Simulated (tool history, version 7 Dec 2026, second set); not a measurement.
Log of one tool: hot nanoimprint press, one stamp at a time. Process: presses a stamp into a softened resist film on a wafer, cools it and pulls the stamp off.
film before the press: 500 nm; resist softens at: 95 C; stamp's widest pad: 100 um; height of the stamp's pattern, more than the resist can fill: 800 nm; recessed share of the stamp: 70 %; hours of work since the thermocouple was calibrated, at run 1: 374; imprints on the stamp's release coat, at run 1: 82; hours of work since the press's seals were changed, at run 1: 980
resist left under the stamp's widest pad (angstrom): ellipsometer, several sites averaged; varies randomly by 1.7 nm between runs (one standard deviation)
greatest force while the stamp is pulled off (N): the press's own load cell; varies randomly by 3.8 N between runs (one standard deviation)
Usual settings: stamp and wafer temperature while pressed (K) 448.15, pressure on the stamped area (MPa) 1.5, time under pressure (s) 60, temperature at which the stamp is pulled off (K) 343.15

run	hour	stamp and wafer temperature while pressed (K)	pressure on the stamped area (MPa)	time under pressure (s)	temperature at which the stamp is pulled off (K)	hours of work since the thermocouple was calibrated	imprints on the stamp's release coat	hours of work since the press's seals were changed	resist left under the stamp's widest pad (angstrom)	greatest force while the stamp is pulled off (N)
1	0	448.15	1.5	60	343.15	374	82	980	2897	183
# hour 66.9: plate thermocouple calibrated
2	66.9	448.15	1.5	60	343.15	0	377	1021	2805	204
3	112.5	448.15	1.5	60	343.15	29	588	1050	2818	217
# hour 142.9: stamp cleaned and given a new release coat
4	163.6	448.15	1.5	60	343.15	58	95	1079	2834	193
5	209.3	448.15	1.5	60	343.15	88	307	1109	2830	200
6	262.5	448.15	1.84	60	343.15	122	553	1143	2606	213
# hour 303.9: stamp cleaned and given a new release coat
# hour 341.2: press's hydraulic seals changed and the load cell set to zero
7	356.4	448.15	1.84	60	343.15	174	206	10	2505	204
8	426.7	448.15	1.5	60	343.15	219	531	55	2778	211
# hour 472.3: stamp cleaned and given a new release coat
9	497.4	450.15	1.5	60	343.15	261	116	97	2667	192
10	576.6	448.15	1.5	60	343.15	312	482	148	2800	210
# hour 629.5: stamp cleaned and given a new release coat
11	673.2	448.15	1.5	60	343.15	370	203	206	2818	197
# hour 750.5: plate thermocouple calibrated
12	755.9	448.15	1.5	60	343.15	3	571	258	2691	211
# hour 789.4: stamp cleaned and given a new release coat
13	856.1	448.15	1.5	60	343.15	64	308	318	2745	203
14	901.2	448.15	1.5	60	343.15	93	517	348	2731	215
# hour 949.3: stamp cleaned and given a new release coat
15	982.5	448.15	1.86	72	349.15	142	154	396	2338	185
16	1063.2	437.15	1.47	39	347.15	194	527	448	3921	205
# hour 1108: stamp cleaned and given a new release coat
17	1133.1	453.15	1.47	39	347.15	235	116	489	2871	183
18	1218.9	439.15	1.47	39	349.15	290	513	545	3813	207
# hour 1269.5: stamp cleaned and given a new release coat
19	1301.4	439.15	1.47	39	349.15	340	147	594	3823	180
20	1376.3	448.15	1.03	60	337.15	388	494	642	3356	222
# hour 1425: plate thermocouple calibrated
# hour 1431: stamp cleaned and given a new release coat
21	1445.7	448.15	1.57	60	343.15	9	67	681	2727	188
22	1504.3	448.15	1.57	60	343.15	47	339	719	2750	197
# hour 1592.5: stamp cleaned and given a new release coat
23	1601.2	448.15	1.57	60	343.15	106	41	778	2793	190
24	1693	448.15	1.5	60	350.15	165	465	837	2820	197
# hour 1750.7: stamp cleaned and given a new release coat
25	1775.8	448.15	1.5	52	350.15	215	116	886	2976	191
26	1852.7	448.15	1.5	52	350.15	264	471	936	3023	205
# hour 1909: stamp cleaned and given a new release coat
27	1928.3	448.15	1.05	60	336.15	309	89	981	3372	192

Forecast each of these 4 alternatives for the next run:
A	2019.7	448.15	1.5	53	337.15	368	511	1040	?	?
B	2019.7	447.15	1.55	60	344.15	368	511	1040	?	?
C	2019.7	439.15	1.5	35	343.15	368	511	1040	?	?
D	2019.7	448.15	1.01	60	336.15	368	511	1040	?	?

run	resist left under the stamp's widest pad (angstrom)	greatest force while the stamp is pulled off (N)
A	3087	222
B	2955	213
C	3932	204
D	3460	224
Stripped of hidden state, with their random variation kept, the same runs would have yielded:
run	resist left under the stamp's widest pad (angstrom)	greatest force while the stamp is pulled off (N)
A	2842	187
B	2709	180
C	3706	172
D	3258	189

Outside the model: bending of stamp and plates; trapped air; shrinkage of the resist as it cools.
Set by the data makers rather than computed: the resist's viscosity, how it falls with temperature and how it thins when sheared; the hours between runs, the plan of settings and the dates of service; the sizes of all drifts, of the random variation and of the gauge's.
